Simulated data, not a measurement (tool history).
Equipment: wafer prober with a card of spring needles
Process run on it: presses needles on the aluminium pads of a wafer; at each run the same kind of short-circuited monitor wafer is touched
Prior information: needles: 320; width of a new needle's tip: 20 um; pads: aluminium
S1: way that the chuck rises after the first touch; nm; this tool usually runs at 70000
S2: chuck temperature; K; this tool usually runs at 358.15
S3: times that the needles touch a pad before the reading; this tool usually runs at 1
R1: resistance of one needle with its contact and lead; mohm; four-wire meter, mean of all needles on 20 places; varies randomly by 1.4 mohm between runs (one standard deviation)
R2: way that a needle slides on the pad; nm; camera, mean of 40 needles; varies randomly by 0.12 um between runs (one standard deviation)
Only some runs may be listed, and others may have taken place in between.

run,hour,S1,S2,S3,R1,R2
1,0.0,70000,358.15,1,121,19450
# hour 17.1: tips cleaned on abrasive film
# hour 32.7: tips cleaned on abrasive film
2,43.5,70000,358.15,1,121,19500
# hour 50.9: tips cleaned on abrasive film
# hour 66.2: tips cleaned on abrasive film
3,74.0,69000,358.15,1,121,19060
# hour 82.1: tips cleaned on abrasive film
# hour 98.8: tips cleaned on abrasive film
# hour 116.2: tips cleaned on abrasive film
4,116.2,70000,358.15,1,120,19550
# hour 130.9: tips cleaned on abrasive film
5,135.9,70000,358.15,1,119,19400
# hour 146.1: tips cleaned on abrasive film
# hour 161.6: tips cleaned on abrasive film
6,168.8,70000,358.15,2,120,19340
# hour 176.2: tips cleaned on abrasive film
# hour 191.8: tips cleaned on abrasive film
7,204.4,70000,358.15,2,119,19440
# hour 206.6: tips cleaned on abrasive film
# hour 224.1: tips cleaned on abrasive film
# hour 240.3: tips cleaned on abrasive film
8,249.6,70000,358.15,2,123,19500
# hour 256.2: tips cleaned on abrasive film
# hour 271.0: tips cleaned on abrasive film
# hour 288.6: tips cleaned on abrasive film
9,290.7,77000,314.15,2,112,21530
# hour 304.2: tips cleaned on abrasive film
10,317.4,55000,303.15,1,117,15520
# hour 319.4: tips cleaned on abrasive film
# hour 336.2: tips cleaned on abrasive film
# hour 351.6: tips cleaned on abrasive film
11,352.5,55000,303.15,1,116,15570
# hour 366.7: tips cleaned on abrasive film
12,376.8,55000,303.15,1,117,15500
# hour 382.6: tips cleaned on abrasive film
# hour 399.2: tips cleaned on abrasive film
13,399.6,70000,316.15,2,113,19780
# hour 415.8: tips cleaned on abrasive film
# hour 418.6: height of the first contact set anew
14,425.5,50000,333.15,2,121,14140
# hour 431.4: tips cleaned on abrasive film
# hour 446.2: tips cleaned on abrasive film
15,450.2,50000,333.15,2,121,14150
# hour 462.6: tips cleaned on abrasive film
# hour 478.4: tips cleaned on abrasive film
16,483.3,50000,333.15,2,125,14260

Forecast each of these 3 alternatives for the next run:
# hour 495.8: tips cleaned on abrasive film
A,509.8,70000,358.15,2,?,?
# hour 495.8: tips cleaned on abrasive film
B,509.8,50000,332.15,1,?,?
# hour 495.8: tips cleaned on abrasive film
C,509.8,82000,333.15,1,?,?

run,R1,R2
A,121,19660
B,123,14130
C,115,22990
With the hidden condition removed and each run's random variation left untouched, the same runs would have given:
run,R1,R2
A,121,19280
B,123,13860
C,115,22550
